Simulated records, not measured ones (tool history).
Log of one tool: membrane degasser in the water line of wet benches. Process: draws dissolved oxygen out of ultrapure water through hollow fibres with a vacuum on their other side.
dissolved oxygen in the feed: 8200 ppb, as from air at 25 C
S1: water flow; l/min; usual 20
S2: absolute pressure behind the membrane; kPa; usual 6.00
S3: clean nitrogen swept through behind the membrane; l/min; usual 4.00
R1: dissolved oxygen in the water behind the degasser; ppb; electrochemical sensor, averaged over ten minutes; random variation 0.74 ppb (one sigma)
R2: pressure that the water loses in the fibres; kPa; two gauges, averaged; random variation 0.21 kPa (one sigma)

run 1 hour=0.0 | S1=20 S2=6.00 S3=4.00 | R1=66.7 R2=48.79
run 2 hour=127.6 | S1=20 S2=6.00 S3=4.00 | R1=67.9 R2=48.98
run 3 hour=263.4 | S1=20 S2=5.66 S3=4.00 | R1=64.4 R2=48.77
run 4 hour=377.7 | S1=29 S2=6.00 S3=4.00 | R1=195.0 R2=71.08
run 5 hour=478.5 | S1=29 S2=6.00 S3=4.00 | R1=194.4 R2=70.80
run 6 hour=605.4 | S1=20 S2=3.66 S3=4.00 | R1=40.2 R2=48.80
run 7 hour=740.2 | S1=20 S2=3.66 S3=4.00 | R1=39.8 R2=49.14
run 8 hour=900.9 | S1=20 S2=3.66 S3=4.00 | R1=39.4 R2=48.81
run 9 hour=1042.1 | S1=20 S2=3.66 S3=4.00 | R1=40.0 R2=48.78
run 10 hour=1169.2 | S1=20 S2=6.00 S3=3.45 | R1=71.5 R2=48.87
run 11 hour=1285.7 | S1=20 S2=6.00 S3=3.45 | R1=72.8 R2=48.87
run 12 hour=1439.0 | S1=20 S2=6.00 S3=3.45 | R1=74.5 R2=48.86
run 13 hour=1514.9 | S1=20 S2=6.00 S3=2.48 | R1=86.4 R2=48.71
run 14 hour=1649.2 | S1=22 S2=4.27 S3=2.48 | R1=74.8 R2=53.89
run 15 hour=1760.5 | S1=23 S2=6.51 S3=4.00 | R1=107.6 R2=56.17
run 16 hour=1928.7 | S1=23 S2=6.51 S3=4.00 | R1=107.7 R2=55.71
run 17 hour=2057.6 | S1=23 S2=6.51 S3=4.00 | R1=108.9 R2=56.13
-- hour=2083.9 seals of the vacuum lines changed
run 18 hour=2161.9 | S1=23 S2=6.51 S3=4.00 | R1=107.8 R2=56.18
run 19 hour=2321.0 | S1=23 S2=6.51 S3=4.00 | R1=108.8 R2=55.84
run 20 hour=2469.8 | S1=16 S2=6.51 S3=2.92 | R1=54.9 R2=39.11
run 21 hour=2616.4 | S1=16 S2=6.51 S3=2.92 | R1=54.9 R2=39.15
run 22 hour=2733.6 | S1=16 S2=6.51 S3=2.92 | R1=55.3 R2=39.26
run 23 hour=2840.5 | S1=20 S2=6.00 S3=2.23 | R1=93.1 R2=48.96
run 24 hour=2974.5 | S1=20 S2=3.99 S3=10.12 | R1=36.8 R2=48.79
run 25 hour=3125.5 | S1=32 S2=5.35 S3=3.12 | R1=259.8 R2=78.32

3 ways to go on from here, each from the tool as it stands after run 25. What would each give?
run A hour=3252.3 | S1=32 S2=3.88 S3=10.05 | R1=? R2=?
run B hour=3252.3 | S1=32 S2=5.53 S3=3.12 | R1=? R2=?
run C hour=3252.3 | S1=12 S2=5.35 S3=3.86 | R1=? R2=?

run=A R1=209.6 R2=77.94
run=B R1=256.6 R2=78.05
run=C R1=18.4 R2=29.40
Without the tool's hidden state the same runs would have given:
run=A R1=209.3 R2=77.91
run=B R1=256.2 R2=78.01
run=C R1=18.4 R2=29.39
